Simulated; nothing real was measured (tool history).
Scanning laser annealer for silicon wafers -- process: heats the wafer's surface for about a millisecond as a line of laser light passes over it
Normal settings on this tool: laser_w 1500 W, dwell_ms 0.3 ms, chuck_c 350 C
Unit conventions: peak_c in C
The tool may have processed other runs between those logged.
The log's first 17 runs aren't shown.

| run | hour | laser_w | dwell_ms | chuck_c | peak_c |
|---|---|---|---|---|---|
| 18 | 172.7 | 1500 | 0.363 | 350 | 1143 |
| 19 | 182 | 1333 | 0.3 | 350 | 992 |
| 20 | 193.9 | 1333 | 0.3 | 350 | 992 |
| 21 | 207.3 | 1500 | 0.3 | 350 | 1071 |
| 22 | 213.5 | 1500 | 0.3 | 368 | 1085 |
| 23 | 225.7 | 1445 | 0.3 | 355 | 1047 |
| 24 | 233.3 | 1430 | 0.3 | 350 | 1038 |
| 25 | 243.2 | 1497 | 0.373 | 389 | 1194 |
|  | 252.3 | optics aligned, line set to its width |
| 26 | 260.5 | 1497 | 0.373 | 389 | 1194 |
| 27 | 270.6 | 1459 | 0.234 | 331 | 946 |
| 28 | 279.3 | 1459 | 0.252 | 368 | 1011 |
| 29 | 291 | 1459 | 0.252 | 368 | 1007 |
| 30 | 302.5 | 1579 | 0.3 | 350 | 1109 |
| 31 | 308.7 | 1579 | 0.3 | 350 | 1106 |
| 32 | 322.2 | 1579 | 0.3 | 350 | 1111 |
| 33 | 329.2 | 1510 | 0.231 | 312 | 943 |
| 34 | 339 | 1515 | 0.364 | 313 | 1116 |
| 35 | 349.1 | 1515 | 0.364 | 313 | 1117 |
| 36 | 355.1 | 1515 | 0.364 | 313 | 1117 |
| 37 | 361 | 1420 | 0.316 | 350 | 1055 |
| 38 | 370.3 | 1420 | 0.316 | 350 | 1050 |
| 39 | 380.4 | 1331 | 0.378 | 354 | 1079 |
| 40 | 389 | 1500 | 0.3 | 341 | 1062 |
| 41 | 402.2 | 1517 | 0.362 | 350 | 1155 |
| 42 | 409.8 | 1530 | 0.234 | 378 | 1021 |

3 ways to go on from here, each from the tool as it stands after run 42. What would each give?
| A | 423.8 | 1589 | 0.361 | 350 | ? |
| B | 423.8 | 1457 | 0.352 | 378 | ? |
| C | 423.8 | 1639 | 0.378 | 327 | ? |

| run | peak_c |
|---|---|
| A | 1190 |
| B | 1141 |
| C | 1214 |
The same runs, with their run-to-run variation unchanged, on a tool lacking any hidden condition would have given:
| run | peak_c |
|---|---|
| A | 1192 |
| B | 1142 |
| C | 1216 |
